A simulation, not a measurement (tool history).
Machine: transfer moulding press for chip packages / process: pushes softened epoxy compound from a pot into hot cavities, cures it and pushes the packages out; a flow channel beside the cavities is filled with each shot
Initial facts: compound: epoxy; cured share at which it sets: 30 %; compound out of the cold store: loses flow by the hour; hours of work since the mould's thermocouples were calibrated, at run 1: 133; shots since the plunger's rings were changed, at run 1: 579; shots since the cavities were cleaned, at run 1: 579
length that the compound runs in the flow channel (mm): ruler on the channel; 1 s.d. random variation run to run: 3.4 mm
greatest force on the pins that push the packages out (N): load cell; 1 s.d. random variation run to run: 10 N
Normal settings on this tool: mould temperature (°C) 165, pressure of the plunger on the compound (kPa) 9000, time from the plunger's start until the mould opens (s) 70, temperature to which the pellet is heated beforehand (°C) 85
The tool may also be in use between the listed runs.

run	day	mould temperature (°C)	pressure of the plunger on the compound (kPa)	time from the plunger's start until the mould opens (s)	temperature to which the pellet is heated beforehand (°C)	hours of work since the mould's thermocouples were calibrated	shots since the plunger's rings were changed	shots since the cavities were cleaned	incoming compound's hours out of the cold store	length that the compound runs in the flow channel (mm)	greatest force on the pins that push the packages out (N)
1	0	165	9000	70	85	133	579	579	25.7	612	736
2	0.625	165	9000	70	85	140	759	759	27.1	607	841
3	1.129	165	9000	70	85	145	906	906	9.7	660	910
# day 1.633: cavities cleaned with cleaning compound and waxed
4	1.775	165	9000	70	85	152	1075	40	12.5	648	534
5	2.383	165	9000	70	78	158	1252	217	43.4	553	601
6	3.079	165	9000	70	78	166	1454	419	24.6	607	724
7	3.383	165	9000	70	78	169	1542	507	8.5	662	824
8	3.771	165	9910	70	85	173	1655	620	16	666	800
9	4.462	165	9910	70	85	180	1855	820	33.8	605	816
10	4.975	165	9910	70	85	186	2005	970	11.8	677	903
# day 5.258: cavities cleaned with cleaning compound and waxed
11	5.596	165	9000	70	85	192	2167	99	42	545	509
12	6.096	165	9000	70	85	197	2311	243	41.1	547	562
13	6.425	165	9000	70	85	201	2407	339	25.5	595	661
14	6.833	165	9000	70	85	205	2526	458	25.3	594	694
15	7.233	165	8060	70	85	210	2642	574	11.1	606	776

Run 16, settings as shown, results not yet in. Your forecast:
16	7.538	165	8060	70	85	213	2730	662	43.5	?	?

Logged for run 16: length that the compound runs in the flow channel (mm) 513, greatest force on the pins that push the packages out (N) 727.
The same run, on a tool lacking any hidden state, would have yielded length that the compound runs in the flow channel (mm) 535, greatest force on the pins that push the packages out (N) 437.
